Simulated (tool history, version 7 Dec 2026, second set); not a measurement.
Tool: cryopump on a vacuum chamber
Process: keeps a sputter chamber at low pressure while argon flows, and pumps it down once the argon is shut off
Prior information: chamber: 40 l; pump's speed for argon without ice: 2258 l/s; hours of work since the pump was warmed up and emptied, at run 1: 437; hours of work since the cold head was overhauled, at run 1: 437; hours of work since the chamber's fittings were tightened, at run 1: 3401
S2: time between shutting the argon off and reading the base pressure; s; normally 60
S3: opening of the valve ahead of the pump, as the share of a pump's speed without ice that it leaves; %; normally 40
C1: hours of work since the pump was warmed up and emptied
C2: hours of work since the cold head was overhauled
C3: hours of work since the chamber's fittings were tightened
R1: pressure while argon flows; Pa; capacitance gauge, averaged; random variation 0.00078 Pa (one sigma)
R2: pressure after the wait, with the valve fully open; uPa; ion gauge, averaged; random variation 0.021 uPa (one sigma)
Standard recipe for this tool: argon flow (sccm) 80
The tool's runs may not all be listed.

Run 1, hour 0: usual settings; C1 437; C2 437; C3 3401. Result: R1 0.1565 Pa, R2 1.43 uPa.
Run 2, hour 16.8: usual settings; C1 449; C2 449; C3 3412. Result: R1 0.1591 Pa, R2 1.41 uPa.
Run 3, hour 33.2: usual settings; C1 460; C2 460; C3 3423. Result: R1 0.1582 Pa, R2 1.47 uPa.
Run 4, hour 46.6: usual settings; C1 470; C2 470; C3 3433. Result: R1 0.1577 Pa, R2 1.37 uPa.
Run 5, hour 54.8: usual settings; C1 475; C2 475; C3 3438. Result: R1 0.1582 Pa, R2 1.41 uPa.
Run 6, hour 65.1: usual settings; C1 482; C2 482; C3 3446. Result: R1 0.1586 Pa, R2 1.39 uPa.
At hour 68: leaking fittings of the chamber tightened, without venting.
Run 7, hour 78.4: usual settings; C1 490; C2 490; C3 7. Result: R1 0.16 Pa, R2 0.51 uPa.
Run 8, hour 86.6: usual settings; C1 496; C2 496; C3 13. Result: R1 0.1583 Pa, R2 0.49 uPa.
Run 9, hour 96.7: usual settings; C1 503; C2 503; C3 20. Result: R1 0.1579 Pa, R2 0.49 uPa.
Run 10, hour 107.1: usual settings; C1 510; C2 510; C3 27. Result: R1 0.1589 Pa, R2 0.53 uPa.
Run 11, hour 117.5: usual settings; C1 517; C2 517; C3 34. Result: R1 0.1585 Pa, R2 0.57 uPa.
Run 12, hour 129.8: usual settings but S2 72 s; C1 526; C2 526; C3 43. Result: R1 0.1589 Pa, R2 0.46 uPa.
Run 13, hour 139.9: usual settings but argon flow (sccm) 41; C1 533; C2 533; C3 50. Result: R1 0.0813 Pa, R2 0.51 uPa.
Run 14, hour 151.2: usual settings but argon flow (sccm) 41; C1 541; C2 541; C3 58. Result: R1 0.082 Pa, R2 0.52 uPa.
Run 15, hour 161.6: usual settings but S2 26 s; C1 548; C2 548; C3 65. Result: R1 0.1601 Pa, R2 0.94 uPa.
Run 16, hour 171.9: usual settings but S2 26 s; C1 555; C2 555; C3 72. Result: R1 0.1616 Pa, R2 0.95 uPa.
Run 17, hour 185.5: usual settings but argon flow (sccm) 58, S2 26 s; C1 564; C2 564; C3 81. Result: R1 0.1162 Pa, R2 0.93 uPa.
Run 18, hour 197.6: usual settings but argon flow (sccm) 77, S2 39 s, S3 33 %; C1 573; C2 573; C3 90. Result: R1 0.1858 Pa, R2 0.67 uPa.
Run 19, hour 208.2: usual settings but argon flow (sccm) 77, S2 45 s, S3 50 %; C1 580; C2 580; C3 97. Result: R1 0.1255 Pa, R2 0.62 uPa.
Run 20, hour 218.5: usual settings but argon flow (sccm) 51, S2 28 s; C1 587; C2 587; C3 104. Result: R1 0.1033 Pa, R2 0.89 uPa.
Run 21, hour 232.6: usual settings but S2 20 s, S3 32 %; C1 597; C2 597; C3 114. Result: R1 0.1992 Pa, R2 1.25 uPa.
Run 22, hour 240.4: usual settings but S2 83 s, S3 23 %; C1 602; C2 602; C3 119. Result: R1 0.2706 Pa, R2 0.46 uPa.
Run 23, hour 250.9: usual settings but S2 83 s, S3 23 %; C1 610; C2 610; C3 126. Result: R1 0.2725 Pa, R2 0.45 uPa.
Run 24, hour 267.5: usual settings but S2 83 s, S3 23 %; C1 621; C2 621; C3 138. Result: R1 0.2706 Pa, R2 0.44 uPa.
Run 25, hour 280.4: usual settings but S2 83 s, S3 23 %; C1 630; C2 630; C3 147. Result: R1 0.2731 Pa, R2 0.45 uPa.
Run 26, hour 295.6: usual settings but S2 83 s, S3 23 %; C1 640; C2 640; C3 157. Result: R1 0.2728 Pa, R2 0.5 uPa.
Run 27, hour 304.1: usual settings but argon flow (sccm) 61, S2 212 s, S3 26 %; C1 646; C2 646; C3 163. Result: R1 0.1833 Pa, R2 0.31 uPa.
Run 28, hour 321: usual settings but argon flow (sccm) 61, S2 212 s, S3 17 %; C1 658; C2 658; C3 175. Result: R1 0.2791 Pa, R2 0.35 uPa.
Run 29, hour 335: usual settings but argon flow (sccm) 61, S2 212 s, S3 17 %; C1 668; C2 668; C3 185. Result: R1 0.2758 Pa, R2 0.32 uPa.
Run 30, hour 352.2: usual settings but argon flow (sccm) 135, S2 109 s, S3 54 %; C1 680; C2 680; C3 197. Result: R1 0.2106 Pa, R2 0.41 uPa.

Results for each run, recomputed without the tool's hidden state and with each run's random variation untouched:
Hidden state at play: pump's speed, % of a pump's without ice; cold plate's temperature, K; leak into the chamber, uPa l/s; drift of the gauge itself on working_pa, %; drift of the gauge itself on base_upa, %.
run      R1    R2
  1  0.1487  0.46
  2   0.151  0.43
  3  0.1499  0.46
  4  0.1492  0.41
  5  0.1496  0.43
  6  0.1499  0.43
  7  0.1511  0.45
  8  0.1493  0.43
  9  0.1488  0.43
 10  0.1496  0.47
 11  0.1491   0.5
 12  0.1493  0.39
 13  0.0763  0.44
 14  0.0769  0.44
 15    0.15  0.87
 16  0.1513  0.87
 17  0.1088  0.85
 18  0.1756  0.58
 19  0.1151  0.53
 20  0.0963   0.8
 21  0.1882  1.15
 22  0.2595  0.36
 23  0.2612  0.35
 24  0.2591  0.34
 25  0.2613  0.34
 26  0.2608  0.39
 27  0.1742   0.2
 28  0.2696  0.23
 29  0.2664   0.2
 30  0.1888  0.29

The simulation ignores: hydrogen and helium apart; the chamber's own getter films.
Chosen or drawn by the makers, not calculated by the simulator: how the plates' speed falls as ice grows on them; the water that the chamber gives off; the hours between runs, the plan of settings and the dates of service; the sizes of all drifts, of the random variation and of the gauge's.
